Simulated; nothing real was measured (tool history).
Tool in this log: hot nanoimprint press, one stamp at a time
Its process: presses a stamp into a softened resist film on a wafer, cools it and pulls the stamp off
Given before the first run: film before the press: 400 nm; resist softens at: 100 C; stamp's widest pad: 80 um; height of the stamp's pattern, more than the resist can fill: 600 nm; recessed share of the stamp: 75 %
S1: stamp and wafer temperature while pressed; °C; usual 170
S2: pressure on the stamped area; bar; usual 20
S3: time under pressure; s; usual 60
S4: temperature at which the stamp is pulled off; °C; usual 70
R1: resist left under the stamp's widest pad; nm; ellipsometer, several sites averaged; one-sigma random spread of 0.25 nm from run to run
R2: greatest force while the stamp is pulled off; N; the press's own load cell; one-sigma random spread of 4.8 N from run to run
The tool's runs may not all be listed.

run   hour   S1    S2   S3  S4     R1   R2
  1      0  170    20   60  70  220.2  247
  2   25.9  170    20   60  70  219.5  256
  3   42.8  170    20   60  70  219.5  250
  4     66  170    20   60  70  219.7  267
  5   83.4  170    20   60  70  219.3  270
  6  117.2  170    20   60  70  218.9  268
  7  158.1  170    20   60  65  215.3  298
  8    190  170    20   60  65  214.7  299
  9  209.6  170    20   60  65  213.9  314
 10  232.9  170    20   60  65  213.8  321
 11  266.8  170    20   60  65  223.2  322
 12  302.6  170    20   60  65  222.6  342
 13  329.7  170    20   60  65  221.9  341
 14    361  170    20   60  70  222.2  321
 15  394.6  170    20   60  70  221.1  326
 16  416.7  170    20   31  57  269.7  394
 17  435.2  180  18.2   60  70  151.1  337
 18    460  170  21.8   60  70  212.9  353
 19  486.8  170  14.6   60  59  246.7  403
 20  513.9  160    20   60  70  309.5  369
 21  538.5  170    17   60  74  233.1  225
 22  573.7  171    17   60  71    224  238
 23  606.9  182  23.2  102  65   97.2  270
 24  626.3  169  18.3   68  65  235.1  279
 25  661.1  169  28.6   68  72  197.1  255
 26  695.8  169  28.6   68  72  197.1  264
 27  718.5  169  28.6   68  72  196.9  274
 28  751.1  160    16   34  69  354.5  282
 29  776.8  170    20   60  70  225.3  277
 30  800.8  170  14.5   60  70  251.9  287

Withheld: 4 entries from between the runs. Position of each, and hidden state at the listed run before versus the listed run after:
Run 6 -> run 7: plate thermocouple calibrated (hour 130.3)
  true temperature over the reading, C: 0.66 -> 1.08; pressure that arrives at the usual setting, %: 98.77 -> 98.58; grip of the stamp's worn release coat, % over a new coat's: 16.6 -> 20.1
  measured result minus the result with no hidden state, R1: -4.8 -> -8.3 nm; R2: +37 -> +47 N
Run 10 -> run 11: plate thermocouple calibrated, once more (hour 251.3)
  true temperature over the reading, C: 1.25 -> 0.21; pressure that arrives at the usual setting, %: 98.19 -> 98.04; grip of the stamp's worn release coat, % over a new coat's: 27 -> 29.9
  measured result minus the result with no hidden state, R1: -9.4 -> -0.2 nm; R2: +65 -> +74 N
Run 20 -> run 21: stamp cleaned and given a new release coat (hour 533.4)
  true temperature over the reading, C: 0.76 -> 0.8; pressure that arrives at the usual setting, %: 96.73 -> 96.63; grip of the stamp's worn release coat, % over a new coat's: 53.4 -> 0.4
  measured result minus the result with no hidden state, R1: -3.9 -> -4.6 nm; R2: +126 -> -1 N
Run 23 -> run 24: plate thermocouple calibrated (hour 614.2)
  true temperature over the reading, C: 0.95 -> -0.07; pressure that arrives at the usual setting, %: 96.27 -> 96.18; grip of the stamp's worn release coat, % over a new coat's: 6.5 -> 8
  measured result minus the result with no hidden state, R1: -1.9 -> +3.7 nm; R2: +14 -> +21 N

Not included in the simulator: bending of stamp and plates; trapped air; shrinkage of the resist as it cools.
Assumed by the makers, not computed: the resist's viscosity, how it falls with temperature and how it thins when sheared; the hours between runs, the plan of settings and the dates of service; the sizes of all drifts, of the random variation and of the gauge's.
